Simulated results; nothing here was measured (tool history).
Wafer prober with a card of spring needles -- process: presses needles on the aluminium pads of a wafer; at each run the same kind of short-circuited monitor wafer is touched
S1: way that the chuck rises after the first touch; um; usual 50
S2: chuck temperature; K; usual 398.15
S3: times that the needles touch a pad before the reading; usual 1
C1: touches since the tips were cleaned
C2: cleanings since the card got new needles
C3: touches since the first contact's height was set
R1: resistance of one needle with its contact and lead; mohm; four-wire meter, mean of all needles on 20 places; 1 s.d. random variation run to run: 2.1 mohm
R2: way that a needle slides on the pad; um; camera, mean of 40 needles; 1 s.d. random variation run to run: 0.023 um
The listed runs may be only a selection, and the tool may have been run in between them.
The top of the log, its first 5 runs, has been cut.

At hour 48.0: tips cleaned on abrasive film.
Run 6, hour 61.3: usual settings; C1 5537; C2 5; C3 41127. Result: R1 274 mohm, R2 12.94 um.
At hour 64.1: tips cleaned on abrasive film.
Run 7, hour 69.7: usual settings; C1 2337; C2 6; C3 44602. Result: R1 256 mohm, R2 12.91 um.
At hour 80.5: tips cleaned on abrasive film.
Run 8, hour 80.5: usual settings; C1 0; C2 7; C3 49061. Result: R1 237 mohm, R2 12.84 um.
Run 9, hour 94.7: usual settings but S2 329.15 K; C1 5932; C2 7; C3 54993. Result: R1 272 mohm, R2 12.83 um.
At hour 97.1: tips cleaned on abrasive film.
Run 10, hour 107.1: usual settings but S2 329.15 K; C1 4171; C2 8; C3 60137. Result: R1 264 mohm, R2 12.82 um.
At hour 113.4: tips cleaned on abrasive film.
Run 11, hour 114.8: usual settings but S2 329.15 K, S3 2; C1 592; C2 9; C3 63293. Result: R1 223 mohm, R2 12.82 um.
Run 12, hour 125.0: usual settings but S2 329.15 K, S3 2; C1 4850; C2 9; C3 67551. Result: R1 240 mohm, R2 12.83 um.
At hour 130.2: tips cleaned on abrasive film.
Run 13, hour 135.1: usual settings but S3 3; C1 2065; C2 10; C3 71747. Result: R1 241 mohm, R2 12.79 um.
At hour 146.4: tips cleaned on abrasive film.
Run 14, hour 151.6: usual settings but S3 3; C1 2140; C2 11; C3 78562. Result: R1 243 mohm, R2 12.80 um.
At hour 162.5: tips cleaned on abrasive film.
Run 15, hour 163.2: usual settings but S3 3; C1 288; C2 12; C3 83372. Result: R1 235 mohm, R2 12.75 um.
At hour 179.0: tips cleaned on abrasive film.
Run 16, hour 179.1: usual settings but S3 3; C1 58; C2 13; C3 89986. Result: R1 230 mohm, R2 12.75 um.
At hour 195.1: tips cleaned on abrasive film.
Run 17, hour 197.3: usual settings but S3 3; C1 956; C2 14; C3 97545. Result: R1 235 mohm, R2 12.71 um.
Run 18, hour 209.6: usual settings but S1 49 um, S2 307.15 K; C1 6078; C2 14; C3 102667. Result: R1 277 mohm, R2 12.46 um.
At hour 211.8: tips cleaned on abrasive film.
Run 19, hour 225.4: usual settings but S1 70 um, S2 316.15 K; C1 5671; C2 15; C3 109226. Result: R1 234 mohm, R2 17.88 um.

What does the tool deliver on the next run?
At hour 227.8: tips cleaned on abrasive film.
Run 20, hour 241.3: usual settings but S1 55 um, S2 316.15 K, S3 2; C1 5647; C2 16; C3 115825. Result: R1 ?, R2 ?.

Logged for run 20: R1 238 mohm, R2 13.97 um.
With no hidden state in the tool, this same run would have given R1 209 mohm, R2 14.29 um.

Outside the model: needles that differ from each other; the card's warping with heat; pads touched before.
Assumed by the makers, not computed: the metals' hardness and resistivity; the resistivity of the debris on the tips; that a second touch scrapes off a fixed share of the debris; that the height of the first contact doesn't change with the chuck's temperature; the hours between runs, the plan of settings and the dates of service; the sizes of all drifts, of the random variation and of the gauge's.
